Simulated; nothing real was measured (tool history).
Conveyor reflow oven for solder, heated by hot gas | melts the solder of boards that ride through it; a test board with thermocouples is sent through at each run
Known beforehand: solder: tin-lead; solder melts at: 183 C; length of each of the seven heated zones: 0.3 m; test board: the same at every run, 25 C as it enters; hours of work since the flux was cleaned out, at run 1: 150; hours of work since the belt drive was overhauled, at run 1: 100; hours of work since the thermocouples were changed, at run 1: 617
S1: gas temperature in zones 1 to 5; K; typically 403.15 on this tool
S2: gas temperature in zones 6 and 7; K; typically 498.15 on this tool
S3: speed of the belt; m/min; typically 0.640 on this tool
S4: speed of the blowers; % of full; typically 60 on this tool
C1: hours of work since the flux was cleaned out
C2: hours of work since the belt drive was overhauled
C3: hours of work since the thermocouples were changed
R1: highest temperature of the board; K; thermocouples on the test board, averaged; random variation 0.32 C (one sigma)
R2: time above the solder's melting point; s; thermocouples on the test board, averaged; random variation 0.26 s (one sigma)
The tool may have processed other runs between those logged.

{"run": 1, "day": 0.0, "S1": 403.15, "S2": 498.15, "S3": 0.64, "S4": 60, "C1": 150, "C2": 100, "C3": 617, "R1": 476.85, "R2": 30.0}
{"run": 2, "day": 0.733, "S1": 403.15, "S2": 498.15, "S3": 0.64, "S4": 60, "C1": 158, "C2": 107, "C3": 625, "R1": 477.35, "R2": 30.3}
{"run": 3, "day": 1.542, "S1": 403.15, "S2": 498.15, "S3": 0.64, "S4": 60, "C1": 166, "C2": 116, "C3": 633, "R1": 476.75, "R2": 30.1}
{"run": 4, "day": 2.362, "S1": 403.15, "S2": 498.15, "S3": 0.64, "S4": 60, "C1": 175, "C2": 124, "C3": 642, "R1": 476.65, "R2": 30.5}
{"run": 5, "day": 2.771, "S1": 396.15, "S2": 498.15, "S3": 0.64, "S4": 60, "C1": 179, "C2": 128, "C3": 646, "R1": 475.65, "R2": 26.8}
{"run": 6, "day": 3.142, "S1": 414.15, "S2": 498.15, "S3": 0.64, "S4": 60, "C1": 183, "C2": 132, "C3": 650, "R1": 478.85, "R2": 35.0}
{"run": 7, "day": 3.612, "S1": 414.15, "S2": 498.15, "S3": 0.64, "S4": 63, "C1": 188, "C2": 137, "C3": 655, "R1": 479.25, "R2": 35.1}
{"run": 8, "day": 4.396, "S1": 414.15, "S2": 498.15, "S3": 0.64, "S4": 63, "C1": 196, "C2": 145, "C3": 663, "R1": 479.35, "R2": 35.5}
{"run": 9, "day": 4.821, "S1": 403.15, "S2": 498.15, "S3": 0.64, "S4": 59, "C1": 200, "C2": 150, "C3": 667, "R1": 475.85, "R2": 29.5}
{"run": 10, "day": 5.271, "S1": 403.15, "S2": 498.15, "S3": 0.64, "S4": 59, "C1": 205, "C2": 154, "C3": 672, "R1": 476.45, "R2": 29.5}
{"run": 11, "day": 6.088, "S1": 403.15, "S2": 498.15, "S3": 0.64, "S4": 59, "C1": 213, "C2": 163, "C3": 681, "R1": 476.05, "R2": 29.6}
{"run": 12, "day": 6.767, "S1": 403.15, "S2": 498.15, "S3": 0.64, "S4": 59, "C1": 221, "C2": 170, "C3": 688, "R1": 475.65, "R2": 29.1}
{"run": 13, "day": 7.583, "S1": 403.15, "S2": 494.15, "S3": 0.64, "S4": 60, "C1": 229, "C2": 179, "C3": 696, "R1": 473.15, "R2": 26.0}
{"run": 14, "day": 7.983, "S1": 403.15, "S2": 498.15, "S3": 0.64, "S4": 60, "C1": 233, "C2": 183, "C3": 700, "R1": 475.95, "R2": 29.1}
{"run": 15, "day": 8.758, "S1": 403.15, "S2": 498.15, "S3": 0.64, "S4": 60, "C1": 241, "C2": 191, "C3": 708, "R1": 475.35, "R2": 29.0}
{"run": 16, "day": 9.271, "S1": 403.15, "S2": 498.15, "S3": 0.64, "S4": 60, "C1": 247, "C2": 196, "C3": 714, "R1": 476.25, "R2": 29.3}
{"run": 17, "day": 9.779, "S1": 403.15, "S2": 498.15, "S3": 0.64, "S4": 60, "C1": 252, "C2": 201, "C3": 719, "R1": 475.75, "R2": 29.0}
{"run": 18, "day": 10.625, "S1": 403.15, "S2": 498.15, "S3": 0.64, "S4": 60, "C1": 261, "C2": 210, "C3": 728, "R1": 475.65, "R2": 29.1}
{"run": 19, "day": 11.338, "S1": 389.15, "S2": 510.15, "S3": 0.737, "S4": 85, "C1": 268, "C2": 218, "C3": 735, "R1": 482.65, "R2": 27.0}
{"run": 20, "day": 11.762, "S1": 396.15, "S2": 504.15, "S3": 0.64, "S4": 60, "C1": 273, "C2": 222, "C3": 740, "R1": 479.35, "R2": 30.2}
{"run": 21, "day": 12.129, "S1": 404.15, "S2": 495.15, "S3": 0.625, "S4": 54, "C1": 276, "C2": 226, "C3": 743, "R1": 472.55, "R2": 26.9}
{"run": 22, "day": 12.796, "S1": 393.15, "S2": 494.15, "S3": 0.706, "S4": 62, "C1": 283, "C2": 233, "C3": 750, "R1": 466.15, "R2": 15.1}
{"run": 23, "day": 13.525, "S1": 403.15, "S2": 498.15, "S3": 0.623, "S4": 72, "C1": 291, "C2": 240, "C3": 758, "R1": 478.45, "R2": 33.3}
{"run": 24, "day": 14.342, "S1": 403.15, "S2": 498.15, "S3": 0.756, "S4": 64, "C1": 299, "C2": 249, "C3": 766, "R1": 470.05, "R2": 18.6}
{"run": 25, "day": 15.162, "S1": 403.15, "S2": 498.15, "S3": 0.756, "S4": 64, "C1": 308, "C2": 257, "C3": 775, "R1": 469.45, "R2": 18.5}
{"run": 26, "day": 15.808, "S1": 410.15, "S2": 506.15, "S3": 0.64, "S4": 60, "C1": 315, "C2": 264, "C3": 782, "R1": 482.75, "R2": 36.8}
{"day": 16.154, "done": "flux residue cleaned out of gas plates and filters"}
{"run": 27, "day": 16.625, "S1": 410.15, "S2": 506.15, "S3": 0.55, "S4": 89, "C1": 5, "C2": 270, "C3": 788, "R1": 495.15, "R2": 53.8}
{"run": 28, "day": 17.05, "S1": 396.15, "S2": 512.15, "S3": 0.64, "S4": 60, "C1": 9, "C2": 275, "C3": 793, "R1": 488.55, "R2": 38.2}
{"run": 29, "day": 17.479, "S1": 403.15, "S2": 509.15, "S3": 0.64, "S4": 84, "C1": 14, "C2": 279, "C3": 797, "R1": 492.55, "R2": 42.3}
{"run": 30, "day": 18.167, "S1": 400.15, "S2": 498.15, "S3": 0.546, "S4": 60, "C1": 21, "C2": 287, "C3": 804, "R1": 482.75, "R2": 42.5}

5 options for the next run, each taken on its own from the tool as it stands now. Forecast them:
{"run": "A", "day": 18.533, "S1": 400.15, "S2": 493.15, "S3": 0.673, "S4": 60, "C1": 25, "C2": 290, "C3": 808, "R1": "?", "R2": "?"}
{"run": "B", "day": 18.533, "S1": 415.15, "S2": 498.15, "S3": 0.718, "S4": 60, "C1": 25, "C2": 290, "C3": 808, "R1": "?", "R2": "?"}
{"run": "C", "day": 18.533, "S1": 403.15, "S2": 496.15, "S3": 0.64, "S4": 60, "C1": 25, "C2": 290, "C3": 808, "R1": "?", "R2": "?"}
{"run": "D", "day": 18.533, "S1": 396.15, "S2": 499.15, "S3": 0.64, "S4": 57, "C1": 25, "C2": 290, "C3": 808, "R1": "?", "R2": "?"}
{"run": "E", "day": 18.533, "S1": 409.15, "S2": 497.15, "S3": 0.546, "S4": 60, "C1": 25, "C2": 290, "C3": 808, "R1": "?", "R2": "?"}

run=A R1=472.25 R2=24.0
run=B R1=476.65 R2=29.7
run=C R1=476.65 R2=30.4
run=D R1=476.75 R2=29.1
run=E R1=482.65 R2=44.6
Had the tool no hidden state, the same runs would have come out as:
run=A R1=474.45 R2=25.9
run=B R1=478.75 R2=31.1
run=C R1=478.85 R2=32.0
run=D R1=479.05 R2=30.6
run=E R1=485.05 R2=46.0
